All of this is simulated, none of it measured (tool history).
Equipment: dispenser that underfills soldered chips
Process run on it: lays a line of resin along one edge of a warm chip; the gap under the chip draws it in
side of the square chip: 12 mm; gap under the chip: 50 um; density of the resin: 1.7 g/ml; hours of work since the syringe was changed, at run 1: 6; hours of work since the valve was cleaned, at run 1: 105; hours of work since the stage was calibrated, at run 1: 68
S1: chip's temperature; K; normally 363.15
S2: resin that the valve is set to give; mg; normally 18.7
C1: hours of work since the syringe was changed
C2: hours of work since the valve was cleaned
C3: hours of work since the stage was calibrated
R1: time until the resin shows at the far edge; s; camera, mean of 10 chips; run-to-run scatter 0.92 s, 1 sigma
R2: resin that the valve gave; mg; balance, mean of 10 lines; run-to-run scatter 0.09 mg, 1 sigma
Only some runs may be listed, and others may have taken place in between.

| run | day | S1 | S2 | C1 | C2 | C3 | R1 | R2 |
|---|---|---|---|---|---|---|---|---|
| 1 | 0 | 363.15 | 18.7 | 6 | 105 | 68 | 119 | 17.61 |
|  | 0.088 | new syringe of resin |
| 2 | 0.121 | 363.15 | 21.2 | 1 | 107 | 70 | 85.5 | 19.91 |
| 3 | 0.3 | 363.15 | 21.2 | 4 | 110 | 73 | 101.7 | 19.93 |
| 4 | 0.467 | 363.15 | 21.2 | 7 | 113 | 76 | 118.5 | 19.8 |
|  | 0.521 | new syringe of resin |
| 5 | 0.604 | 363.15 | 21.2 | 2 | 116 | 78 | 93.9 | 19.85 |
| 6 | 0.712 | 363.15 | 18.7 | 3 | 118 | 80 | 105.5 | 17.46 |
| 7 | 0.85 | 363.15 | 22.7 | 6 | 120 | 83 | 115.7 | 21.03 |
|  | 0.958 | new syringe of resin |
| 8 | 1.038 | 363.15 | 22.7 | 1 | 123 | 86 | 87.9 | 20.94 |
| 9 | 1.133 | 351.15 | 18.7 | 3 | 125 | 88 | 145.2 | 17.13 |
| 10 | 1.262 | 363.15 | 18.7 | 5 | 127 | 90 | 113.5 | 17.24 |
|  | 1.392 | new syringe of resin |
| 11 | 1.454 | 366.15 | 18.7 | 1 | 131 | 93 | 84.4 | 17.16 |
| 12 | 1.529 | 372.15 | 18.7 | 2 | 132 | 95 | 75.2 | 17.18 |
| 13 | 1.642 | 363.15 | 16.4 | 5 | 134 | 97 | 114.2 | 15.04 |
| 14 | 1.788 | 367.15 | 16.4 | 7 | 137 | 100 | 116.7 | 14.98 |
|  | 1.833 | new syringe of resin |
| 15 | 1.892 | 375.15 | 18.7 | 1 | 138 | 101 | 62.3 | 16.95 |
| 16 | 2.004 | 375.15 | 18.7 | 3 | 141 | 103 | 68.4 | 17.08 |
| 17 | 2.125 | 375.15 | 18.7 | 5 | 143 | 105 | 78.3 | 17.11 |
|  | 2.262 | new syringe of resin |
| 18 | 2.275 | 363.15 | 18.7 | 0 | 145 | 108 | 87.6 | 17.14 |
|  | 2.454 | dispensing valve cleaned and set on the balance |
| 19 | 2.504 | 359.15 | 23.5 | 4 | 1 | 111 | 114.9 | 23.5 |
| 20 | 2.688 | 350.15 | 20 | 7 | 4 | 115 | 181.9 | 19.97 |
|  | 2.733 | new syringe of resin |
| 21 | 2.812 | 350.15 | 20 | 1 | 6 | 117 | 139.2 | 20.13 |
| 22 | 2.967 | 350.15 | 20 | 4 | 9 | 120 | 161.7 | 20.03 |
| 23 | 3.067 | 350.15 | 20 | 6 | 11 | 122 | 177.3 | 19.95 |
|  | 3.167 | new syringe of resin |
| 24 | 3.2 | 350.15 | 20 | 1 | 13 | 124 | 131.3 | 19.8 |
| 25 | 3.292 | 370.15 | 21 | 2 | 15 | 125 | 76.2 | 20.99 |
| 26 | 3.429 | 372.15 | 18.8 | 5 | 17 | 128 | 83.6 | 18.63 |
|  | 3.6 | new syringe of resin |
| 27 | 3.6 | 369.15 | 22.9 | 0 | 20 | 131 | 67.8 | 22.68 |
| 28 | 3.733 | 369.15 | 16.6 | 2 | 23 | 133 | 81.3 | 16.49 |
| 29 | 3.896 | 355.15 | 20.2 | 5 | 26 | 136 | 142.5 | 19.99 |
|  | 4.038 | new syringe of resin |
| 30 | 4.054 | 355.15 | 21.8 | 0 | 28 | 139 | 108.3 | 21.24 |
| 31 | 4.221 | 355.15 | 21.8 | 3 | 31 | 142 | 125.7 | 21.39 |
| 32 | 4.3 | 355.15 | 21.8 | 5 | 33 | 143 | 135.9 | 21.52 |
|  | 4.467 | new syringe of resin |
| 33 | 4.483 | 355.15 | 21.8 | 0 | 36 | 147 | 107.1 | 21.33 |
| 34 | 4.579 | 360.15 | 21.3 | 2 | 38 | 148 | 99.9 | 20.79 |
| 35 | 4.692 | 360.15 | 21.3 | 4 | 40 | 150 | 109.2 | 20.79 |

Consider 3 possible next runs. They are alternatives, not a sequence: every one starts from the tool as it was left by run 35. What does each give?
| A | 4.808 | 363.15 | 23.9 | 6 | 42 | 152 | ? | ? |
| B | 4.808 | 350.15 | 17.6 | 6 | 42 | 152 | ? | ? |
| C | 4.808 | 360.15 | 16.8 | 6 | 42 | 152 | ? | ? |

| run | R1 | R2 |
|---|---|---|
| A | 113.8 | 23.22 |
| B | 174.6 | 17.27 |
| C | 129.4 | 16.51 |
What these runs would have given with no unlogged condition in the tool:
| run | R1 | R2 |
|---|---|---|
| A | 87 | 23.73 |
| B | 133.2 | 17.65 |
| C | 98.4 | 16.87 |
